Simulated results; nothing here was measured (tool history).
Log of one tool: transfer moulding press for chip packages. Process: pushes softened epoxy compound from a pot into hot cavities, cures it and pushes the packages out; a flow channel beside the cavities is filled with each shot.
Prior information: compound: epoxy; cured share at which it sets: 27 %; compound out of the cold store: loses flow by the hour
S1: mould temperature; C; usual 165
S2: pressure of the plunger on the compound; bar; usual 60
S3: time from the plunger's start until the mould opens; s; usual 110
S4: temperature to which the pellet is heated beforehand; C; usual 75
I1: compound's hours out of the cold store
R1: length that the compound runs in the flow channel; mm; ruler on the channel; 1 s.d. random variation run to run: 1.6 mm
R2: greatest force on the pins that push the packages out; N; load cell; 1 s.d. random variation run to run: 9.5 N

run 1 hour=0 | S1=165 S2=60 S3=110 S4=75 | I1=24.8 | R1=629 R2=804
-- hour=9.6 plunger's sealing rings changed
run 2 hour=13.9 | S1=165 S2=60 S3=110 S4=75 | I1=11.7 | R1=689 R2=826
-- hour=17.5 cavities cleaned with cleaning compound and waxed
run 3 hour=31.5 | S1=165 S2=60 S3=110 S4=75 | I1=13.4 | R1=686 R2=545
run 4 hour=45.6 | S1=165 S2=60 S3=110 S4=75 | I1=9.7 | R1=691 R2=646
run 5 hour=53.9 | S1=165 S2=60 S3=110 S4=83 | I1=43.3 | R1=602 R2=658
run 6 hour=67.4 | S1=165 S2=60 S3=110 S4=75 | I1=35.4 | R1=622 R2=718
run 7 hour=77 | S1=165 S2=67.9 S3=110 S4=75 | I1=37 | R1=651 R2=769
run 8 hour=85.7 | S1=165 S2=60 S3=101 S4=75 | I1=38.2 | R1=612 R2=907
run 9 hour=96.7 | S1=165 S2=60 S3=101 S4=67 | I1=33.6 | R1=624 R2=968
-- hour=100.5 cavities cleaned with cleaning compound and waxed
run 10 hour=109 | S1=165 S2=60 S3=101 S4=67 | I1=31.2 | R1=624 R2=585
run 11 hour=120.4 | S1=165 S2=60 S3=101 S4=67 | I1=32.8 | R1=623 R2=669
run 12 hour=135.2 | S1=165 S2=60 S3=101 S4=67 | I1=14.1 | R1=666 R2=823
run 13 hour=144 | S1=165 S2=60 S3=110 S4=76 | I1=37 | R1=607 R2=699

Predict the results of run 14:
run 14 hour=158.3 | S1=165 S2=46.1 S3=110 S4=76 | I1=41.5 | R1=? R2=?

Run 14 yielded R1 523 mm, R2 769 N.
Minus the tool's unlogged condition, the same run would have read R1 536 mm, R2 428 N.
